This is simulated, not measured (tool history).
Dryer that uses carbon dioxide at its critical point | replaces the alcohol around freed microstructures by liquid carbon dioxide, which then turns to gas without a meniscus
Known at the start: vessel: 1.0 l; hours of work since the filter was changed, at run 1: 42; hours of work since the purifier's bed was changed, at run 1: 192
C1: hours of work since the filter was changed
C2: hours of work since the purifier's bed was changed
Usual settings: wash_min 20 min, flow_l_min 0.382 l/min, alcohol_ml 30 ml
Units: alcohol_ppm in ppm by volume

run 1 hour=0.0 | wash_min=20 flow_l_min=0.382 alcohol_ml=30 | C1=42 C2=192 | alcohol_ppm=58
run 2 hour=7.1 | wash_min=20 flow_l_min=0.382 alcohol_ml=30 | C1=48 C2=197 | alcohol_ppm=64
run 3 hour=16.0 | wash_min=15 flow_l_min=0.382 alcohol_ml=30 | C1=54 C2=204 | alcohol_ppm=212
run 4 hour=25.8 | wash_min=20 flow_l_min=0.382 alcohol_ml=96 | C1=62 C2=212 | alcohol_ppm=148
run 5 hour=35.8 | wash_min=20 flow_l_min=0.382 alcohol_ml=96 | C1=69 C2=219 | alcohol_ppm=143
run 6 hour=41.4 | wash_min=20 flow_l_min=0.382 alcohol_ml=22 | C1=74 C2=223 | alcohol_ppm=59
run 7 hour=45.9 | wash_min=20 flow_l_min=0.382 alcohol_ml=22 | C1=77 C2=227 | alcohol_ppm=66
run 8 hour=52.7 | wash_min=20 flow_l_min=0.382 alcohol_ml=22 | C1=82 C2=232 | alcohol_ppm=62
run 9 hour=59.9 | wash_min=20 flow_l_min=0.382 alcohol_ml=30 | C1=88 C2=238 | alcohol_ppm=72
run 10 hour=66.8 | wash_min=20 flow_l_min=0.382 alcohol_ml=30 | C1=93 C2=243 | alcohol_ppm=69
run 11 hour=73.1 | wash_min=20 flow_l_min=0.382 alcohol_ml=30 | C1=98 C2=248 | alcohol_ppm=76
run 12 hour=81.3 | wash_min=24 flow_l_min=0.546 alcohol_ml=65 | C1=104 C2=254 | alcohol_ppm=39
run 13 hour=90.1 | wash_min=24 flow_l_min=0.546 alcohol_ml=65 | C1=111 C2=260 | alcohol_ppm=38
run 14 hour=97.6 | wash_min=24 flow_l_min=0.256 alcohol_ml=96 | C1=116 C2=266 | alcohol_ppm=475
run 15 hour=102.6 | wash_min=15 flow_l_min=0.244 alcohol_ml=23 | C1=120 C2=270 | alcohol_ppm=956
run 16 hour=108.4 | wash_min=15 flow_l_min=0.244 alcohol_ml=23 | C1=125 C2=274 | alcohol_ppm=963
run 17 hour=112.9 | wash_min=20 flow_l_min=0.298 alcohol_ml=29 | C1=128 C2=278 | alcohol_ppm=201

The same runs without the tool's hidden state, with the same run-to-run variation:
The hidden state here: flow that reaches the vessel past the clogged filter, %; alcohol in the recycled carbon dioxide, ppm; drift of the gauge itself on alcohol_ppm, %.
run=1 alcohol_ppm=29
run=2 alcohol_ppm=34
run=3 alcohol_ppm=163
run=4 alcohol_ppm=100
run=5 alcohol_ppm=94
run=6 alcohol_ppm=25
run=7 alcohol_ppm=32
run=8 alcohol_ppm=27
run=9 alcohol_ppm=33
run=10 alcohol_ppm=29
run=11 alcohol_ppm=34
run=12 alcohol_ppm=6
run=13 alcohol_ppm=5
run=14 alcohol_ppm=337
run=15 alcohol_ppm=780
run=16 alcohol_ppm=779
run=17 alcohol_ppm=125

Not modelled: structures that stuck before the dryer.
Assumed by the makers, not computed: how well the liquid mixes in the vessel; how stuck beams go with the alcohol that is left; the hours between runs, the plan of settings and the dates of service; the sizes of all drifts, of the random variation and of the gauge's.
